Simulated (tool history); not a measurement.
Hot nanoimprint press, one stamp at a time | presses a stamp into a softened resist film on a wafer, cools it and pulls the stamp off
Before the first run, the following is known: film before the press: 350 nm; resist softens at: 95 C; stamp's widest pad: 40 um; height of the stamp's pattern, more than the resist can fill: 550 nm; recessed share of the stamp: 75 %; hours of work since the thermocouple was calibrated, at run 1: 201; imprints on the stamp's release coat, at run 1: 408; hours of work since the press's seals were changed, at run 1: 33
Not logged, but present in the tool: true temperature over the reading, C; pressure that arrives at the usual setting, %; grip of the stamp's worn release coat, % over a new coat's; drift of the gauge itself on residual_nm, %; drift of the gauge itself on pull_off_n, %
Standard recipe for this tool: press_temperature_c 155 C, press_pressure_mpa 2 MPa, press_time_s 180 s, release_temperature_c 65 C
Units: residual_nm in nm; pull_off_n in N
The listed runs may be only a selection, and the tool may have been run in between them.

run	hour	press_temperature_c	press_pressure_mpa	press_time_s	release_temperature_c	hours of work since the thermocouple was calibrated	imprints on the stamp's release coat	hours of work since the press's seals were changed	residual_nm	pull_off_n
1	0	155	2	180	65	201	408	33	190.1	188.5
2	16.6	155	2	180	65	209	462	41	189.8	190.4
3	31.6	155	2	180	65	216	510	48	189.4	191.1
4	46.3	155	2	180	65	223	558	55	189.2	192
5	59.1	163	2	180	65	229	599	61	129.6	191.7
6	76.9	163	2	180	65	237	657	69	129.9	192.8
7	95.2	163	2	180	65	246	716	78	129.6	194.2
8	113.9	155	2	180	65	254	776	86	187.8	195.4
# hour 129.9: stamp cleaned and given a new release coat
9	137.4	155	2	248	65	263	24	95	170.1	182.3
10	155.3	155	2	248	65	271	82	103	169.2	183.3
11	167.5	155	2	248	65	277	122	109	170.1	184.5
12	187.8	155	2	180	65	286	187	118	187.4	184.8
13	203	155	2	180	57	293	236	125	186.5	196.7
# hour 216.5: plate thermocouple calibrated
14	218.2	155	2	180	65	1	276	131	185.1	186.1
15	232.1	155	2	180	65	7	321	137	183.7	185.8
16	243.2	165	1.21	145	54	12	357	142	165.1	202.3
17	258.4	155	2	272	65	19	406	149	161.6	187.9
18	278.2	155	2	272	65	29	470	159	161.2	187.4
19	295.2	161	2	272	65	37	525	167	119.6	190.8
# hour 314.2: plate thermocouple calibrated, once more
20	318.1	153	2	272	65	2	589	176	195.1	193.9
21	333.9	153	2	272	65	9	641	183	194.7	194.3
22	346.5	153	2	198	69	15	681	189	215.2	189
23	364.9	154	1.83	180	58	24	741	198	217.6	207.3
24	379.7	150	2.24	286	58	30	789	204	209.1	207.2
# hour 391.5: stamp cleaned and given a new release coat
25	397.4	155	2	243	63	36	19	210	182	186.1
26	405.6	155	2	243	63	40	45	214	182	186.3
27	425.1	153	2.36	104	56	49	108	223	233.7	196.6
28	439.4	146	1.59	180	65	55	154	229	299	185.3
29	450.4	149	1.59	180	65	61	190	235	276.4	186.6

Some steps in residual_nm, run to run, broken into two amounts with sign: the step expected even without the hidden condition (settings, incoming material, random variation), and the rest, left for the hidden condition together with whatever gauge scatter is not in both the measured and the hidden-condition-free result:
Run 18 -> 19: press_temperature_c 155 -> 161. residual_nm -41.6 nm: hidden state +3.5, all else -45.1.
Run 19 -> 20: press_temperature_c 161 -> 153, plate thermocouple calibrated, once more. residual_nm +75.5 nm: hidden state +12.8, all else +62.7.
Run 27 -> 28: press_temperature_c 153 -> 146, press_pressure_mpa 2.36 -> 1.59, press_time_s 104 -> 180, release_temperature_c 56 -> 65. residual_nm +65.3 nm: hidden state -1.4, all else +66.7.
